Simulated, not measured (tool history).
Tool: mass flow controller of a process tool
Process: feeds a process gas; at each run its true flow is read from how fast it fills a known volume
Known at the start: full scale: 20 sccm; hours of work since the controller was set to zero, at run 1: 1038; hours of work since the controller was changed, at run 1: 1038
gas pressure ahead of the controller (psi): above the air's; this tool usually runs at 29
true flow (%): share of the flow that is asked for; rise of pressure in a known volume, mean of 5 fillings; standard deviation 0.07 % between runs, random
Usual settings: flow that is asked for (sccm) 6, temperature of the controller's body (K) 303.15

run    hour  flow that is asked for (sccm)  gas pressure ahead of the controller (psi)  temperature of the controller's body (K)  hours of work since the controller was set to zero  hours of work since the controller was changed  true flow (%)
  1       0                              6                                          29                                    303.15                                                1038                                            1038          98.44
  2   129.2                              6                                          29                                    303.15                                                1079                                            1079          98.39
  3   265.3                              6                                        29.6                                    303.15                                                1122                                            1122          98.12
  4   393.1                              6                                        36.3                                    303.15                                                1162                                            1162          97.64
  5   469.8                              6                                        36.3                                    306.15                                                1186                                            1186          97.71
  6   562.6                              6                                        36.3                                    306.15                                                1215                                            1215          97.71
  7     657                              6                                        36.3                                    306.15                                                1245                                            1245          97.46
  8   746.2                              6                                        36.3                                    306.15                                                1273                                            1273          97.39
  9   801.5                              6                                          29                                    303.15                                                1290                                            1290          97.37
 10   934.6                              6                                        29.4                                    303.15                                                1332                                            1332          97.31
 11  1035.3                              6                                        29.4                                    303.15                                                1364                                            1364          97.14
 12  1091.7                              6                                          29                                    303.15                                                1381                                            1381           97.1
 13  1166.6                              6                                          29                                    303.15                                                1405                                            1405          96.89
 14  1261.9                              6                                          29                                    303.15                                                1435                                            1435          96.79
 15  1317.3                              6                                          29                                    303.15                                                1452                                            1452          96.77
     1384.7  -- gauge calibrated
 16  1386.4                              6                                          29                                    300.15                                                1474                                            1474           98.2
 17  1520.3                              6                                          29                                    301.15                                                1516                                            1516          98.27
 18  1617.6                              6                                          29                                    303.15                                                1547                                            1547          98.05
 19  1676.6                              6                                          29                                    303.15                                                1565                                            1565          98.07
 20    1753                              6                                          29                                    303.15                                                1589                                            1589          98.09
 21  1823.1                              6                                          29                                    303.15                                                1611                                            1611          97.86
 22  1913.9                              6                                          29                                    300.15                                                1640                                            1640          97.53
 23  2024.7                              6                                          29                                    300.15                                                1675                                            1675          97.43
 24  2124.8                              6                                          29                                    300.15                                                1706                                            1706          97.15
 25  2244.6                             10                                          31                                    306.15                                                1744                                            1744          98.11
 26  2305.6                              2                                        32.5                                    295.15                                                1763                                            1763          95.82
 27  2365.1                              2                                        32.5                                    295.15                                                1781                                            1781          95.64
 28  2435.4                              7                                        29.2                                    304.15                                                1804                                            1804          97.25
 29  2564.9                              6                                        27.4                                    303.15                                                1844                                            1844          97.04
 30  2654.5                              6                                        27.4                                    303.15                                                1872                                            1872          96.85
 31  2736.6                              3                                          29                                    303.15                                                1898                                            1898          96.27
 32  2794.1                              3                                        20.6                                    303.15                                                1916                                            1916          96.74
 33    2891                              3                                        20.6                                    303.15                                                1947                                            1947          96.57
 34  2998.2                              9                                        36.1                                    309.15                                                1980                                            1980          97.07
 35  3109.7                              9                                        36.4                                    301.15                                                2015                                            2015          95.97
 36  3174.4                              9                                        23.1                                    312.15                                                2036                                            2036          97.77
 37  3268.8                              9                                        23.1                                    312.15                                                2065                                            2065           97.7
 38    3378                              4                                        20.9                                    312.15                                                2100                                            2100          96.94
 39  3483.4                              4                                        20.9                                    312.15                                                2133                                            2133          96.79
 40  3546.2                              6                                        29.9                                    312.15                                                2153                                            2153           96.4

Predict the results of run 41:
 41  3613                              6                                        29.9                                    312.15                                                2174                                            2174              ?

true flow (%): 96.5
With the hidden condition absent and the run-to-run variation left alone, this run would have shown true flow (%) 99.46.
